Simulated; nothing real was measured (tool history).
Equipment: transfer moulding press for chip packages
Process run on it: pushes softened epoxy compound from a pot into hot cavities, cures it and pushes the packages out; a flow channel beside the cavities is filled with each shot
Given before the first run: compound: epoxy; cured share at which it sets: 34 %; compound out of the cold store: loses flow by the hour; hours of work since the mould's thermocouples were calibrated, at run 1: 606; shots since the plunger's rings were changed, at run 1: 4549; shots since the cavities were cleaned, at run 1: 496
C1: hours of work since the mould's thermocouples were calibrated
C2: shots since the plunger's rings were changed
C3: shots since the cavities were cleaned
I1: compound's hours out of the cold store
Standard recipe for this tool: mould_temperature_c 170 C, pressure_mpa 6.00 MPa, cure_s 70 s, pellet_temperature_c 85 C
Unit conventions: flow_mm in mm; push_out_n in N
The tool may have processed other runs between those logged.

Run 1, hour 0.0: usual settings; C1 606; C2 4549; C3 496; I1 22.2. Result: flow_mm 597 mm, push_out_n 589 N.
At hour 6.6: cavities cleaned with cleaning compound and waxed.
Run 2, hour 39.4: usual settings; C1 628; C2 5039; C3 424; I1 22.9. Result: flow_mm 592 mm, push_out_n 600 N.
At hour 48.3: cavities cleaned with cleaning compound and waxed.
At hour 89.5: cavities cleaned with cleaning compound and waxed.
Run 3, hour 93.9: usual settings; C1 657; C2 5705; C3 57; I1 25.0. Result: flow_mm 594 mm, push_out_n 590 N.
At hour 119.6: plunger's sealing rings changed.
At hour 134.8: cavities cleaned with cleaning compound and waxed.
Run 4, hour 153.6: usual settings but mould_temperature_c 167 C; C1 689; C2 420; C3 242; I1 13.4. Result: flow_mm 636 mm, push_out_n 752 N.
At hour 177.7: cavities cleaned with cleaning compound and waxed.
At hour 218.8: cavities cleaned with cleaning compound and waxed.
Run 5, hour 223.0: usual settings but mould_temperature_c 167 C; C1 727; C2 1279; C3 54; I1 37.5. Result: flow_mm 560 mm, push_out_n 680 N.
At hour 264.2: cavities cleaned with cleaning compound and waxed.
Run 6, hour 271.4: usual settings but mould_temperature_c 167 C; C1 753; C2 1886; C3 94; I1 18.8. Result: flow_mm 617 mm, push_out_n 743 N.
At hour 308.8: cavities cleaned with cleaning compound and waxed.
Run 7, hour 338.6: usual settings; C1 791; C2 2735; C3 385; I1 26.0. Result: flow_mm 590 mm, push_out_n 576 N.
At hour 349.7: cavities cleaned with cleaning compound and waxed.
At hour 394.3: cavities cleaned with cleaning compound and waxed.
Run 8, hour 413.8: usual settings; C1 832; C2 3669; C3 252; I1 35.0. Result: flow_mm 559 mm, push_out_n 562 N.
At hour 436.9: cavities cleaned with cleaning compound and waxed.
Run 9, hour 455.2: usual settings; C1 854; C2 4184; C3 235; I1 10.4. Result: flow_mm 643 mm, push_out_n 597 N.
At hour 463.3: mould's thermocouples calibrated.
At hour 483.5: cavities cleaned with cleaning compound and waxed.
Run 10, hour 500.6: usual settings; C1 20; C2 4727; C3 221; I1 26.6. Result: flow_mm 593 mm, push_out_n 602 N.
At hour 525.1: cavities cleaned with cleaning compound and waxed.
At hour 566.9: cavities cleaned with cleaning compound and waxed.
Run 11, hour 570.5: usual settings; C1 58; C2 5591; C3 45; I1 18.8. Result: flow_mm 614 mm, push_out_n 581 N.
At hour 601.9: plunger's sealing rings changed.
At hour 614.5: cavities cleaned with cleaning compound and waxed.
Run 12, hour 634.8: usual settings but pressure_mpa 7.01 MPa; C1 93; C2 406; C3 263; I1 11.0. Result: flow_mm 686 mm, push_out_n 610 N.
At hour 657.0: cavities cleaned with cleaning compound and waxed.
At hour 702.3: cavities cleaned with cleaning compound and waxed.
Run 13, hour 702.8: usual settings but pressure_mpa 7.01 MPa; C1 130; C2 1246; C3 6; I1 28.9. Result: flow_mm 629 mm, push_out_n 572 N.
At hour 746.6: cavities cleaned with cleaning compound and waxed.
Run 14, hour 757.9: usual settings but pressure_mpa 7.09 MPa, cure_s 109 s, pellet_temperature_c 86 C; C1 160; C2 1940; C3 147; I1 44.7. Result: flow_mm 579 mm, push_out_n 409 N.
At hour 789.8: cavities cleaned with cleaning compound and waxed.
Run 15, hour 828.7: usual settings but mould_temperature_c 173 C, pressure_mpa 5.18 MPa, cure_s 104 s, pellet_temperature_c 86 C; C1 199; C2 2835; C3 503; I1 37.2. Result: flow_mm 506 mm, push_out_n 398 N.
At hour 833.9: cavities cleaned with cleaning compound and waxed.
Run 16, hour 866.0: usual settings but mould_temperature_c 164 C, pressure_mpa 5.96 MPa, cure_s 84 s; C1 220; C2 3299; C3 416; I1 22.1. Result: flow_mm 609 mm, push_out_n 579 N.
At hour 876.9: cavities cleaned with cleaning compound and waxed.
At hour 922.6: cavities cleaned with cleaning compound and waxed.
Run 17, hour 937.9: usual settings but mould_temperature_c 174 C, pressure_mpa 4.68 MPa, cure_s 107 s; C1 259; C2 4189; C3 198; I1 42.9. Result: flow_mm 470 mm, push_out_n 409 N.
At hour 963.6: cavities cleaned with cleaning compound and waxed.
Run 18, hour 997.8: usual settings but mould_temperature_c 173 C, pressure_mpa 4.68 MPa, cure_s 107 s; C1 292; C2 4945; C3 443; I1 19.5. Result: flow_mm 535 mm, push_out_n 411 N.
At hour 1010.4: cavities cleaned with cleaning compound and waxed.
At hour 1051.4: cavities cleaned with cleaning compound and waxed.
Run 19, hour 1072.8: usual settings but mould_temperature_c 178 C, pressure_mpa 4.68 MPa, cure_s 98 s; C1 333; C2 5876; C3 277; I1 35.6. Result: flow_mm 478 mm, push_out_n 416 N.
At hour 1083.8: plunger's sealing rings changed.
At hour 1095.2: cavities cleaned with cleaning compound and waxed.
At hour 1137.7: cavities cleaned with cleaning compound and waxed.
Run 20, hour 1137.7: usual settings but mould_temperature_c 176 C, pressure_mpa 5.56 MPa, cure_s 87 s, pellet_temperature_c 90 C; C1 367; C2 659; C3 0; I1 23.7. Result: flow_mm 563 mm, push_out_n 392 N.
At hour 1178.6: cavities cleaned with cleaning compound and waxed.
Run 21, hour 1179.7: usual settings but mould_temperature_c 176 C, pressure_mpa 5.56 MPa, cure_s 87 s, pellet_temperature_c 90 C; C1 390; C2 1183; C3 14; I1 8.9. Result: flow_mm 605 mm, push_out_n 405 N.
At hour 1220.0: cavities cleaned with cleaning compound and waxed.
Run 22, hour 1241.4: usual settings but mould_temperature_c 176 C, pressure_mpa 5.56 MPa, cure_s 100 s, pellet_temperature_c 87 C; C1 424; C2 1962; C3 278; I1 24.4. Result: flow_mm 557 mm, push_out_n 396 N.
At hour 1260.8: cavities cleaned with cleaning compound and waxed.
Run 23, hour 1294.0: usual settings but mould_temperature_c 176 C, cure_s 108 s; C1 453; C2 2621; C3 428; I1 34.2. Result: flow_mm 557 mm, push_out_n 404 N.
At hour 1302.5: cavities cleaned with cleaning compound and waxed.
At hour 1346.4: cavities cleaned with cleaning compound and waxed.
Run 24, hour 1361.1: usual settings but mould_temperature_c 176 C, cure_s 108 s; C1 490; C2 3451; C3 191; I1 15.1. Result: flow_mm 602 mm, push_out_n 407 N.
At hour 1387.1: cavities cleaned with cleaning compound and waxed.
Run 25, hour 1406.9: usual settings but pressure_mpa 4.55 MPa, cure_s 63 s, pellet_temperature_c 87 C; C1 515; C2 4023; C3 255; I1 25.1. Result: flow_mm 517 mm, push_out_n 732 N.
At hour 1430.1: cavities cleaned with cleaning compound and waxed.
At hour 1477.2: cavities cleaned with cleaning compound and waxed.
Run 26, hour 1489.7: usual settings but pressure_mpa 4.55 MPa, cure_s 63 s, pellet_temperature_c 87 C; C1 560; C2 5056; C3 162; I1 32.1. Result: flow_mm 494 mm, push_out_n 742 N.

Here are 3 independent what-if runs from the current tool condition. What would each one return?
At hour 1521.9: cavities cleaned with cleaning compound and waxed.
At hour 1566.7: plunger's sealing rings changed.
At hour 1568.2: cavities cleaned with cleaning compound and waxed.
Run A, hour 1571.9: usual settings but mould_temperature_c 169 C, pressure_mpa 7.33 MPa, cure_s 63 s, pellet_temperature_c 87 C; C1 604; C2 49; C3 49; I1 44.5. Result: flow_mm ?, push_out_n ?.
At hour 1521.9: cavities cleaned with cleaning compound and waxed.
At hour 1566.7: plunger's sealing rings changed.
At hour 1568.2: cavities cleaned with cleaning compound and waxed.
Run B, hour 1571.9: usual settings but mould_temperature_c 171 C; C1 604; C2 49; C3 49; I1 37.5. Result: flow_mm ?, push_out_n ?.
At hour 1521.9: cavities cleaned with cleaning compound and waxed.
At hour 1566.7: plunger's sealing rings changed.
At hour 1568.2: cavities cleaned with cleaning compound and waxed.
Run C, hour 1571.9: usual settings but mould_temperature_c 163 C, pressure_mpa 7.20 MPa, cure_s 88 s; C1 604; C2 49; C3 49; I1 11.4. Result: flow_mm ?, push_out_n ?.

run  flow_mm  push_out_n
  A      594         766
  B      553         552
  C      720         599
Without the tool's hidden state the same runs would have given:
run  flow_mm  push_out_n
  A      594         764
  B      553         552
  C      720         598
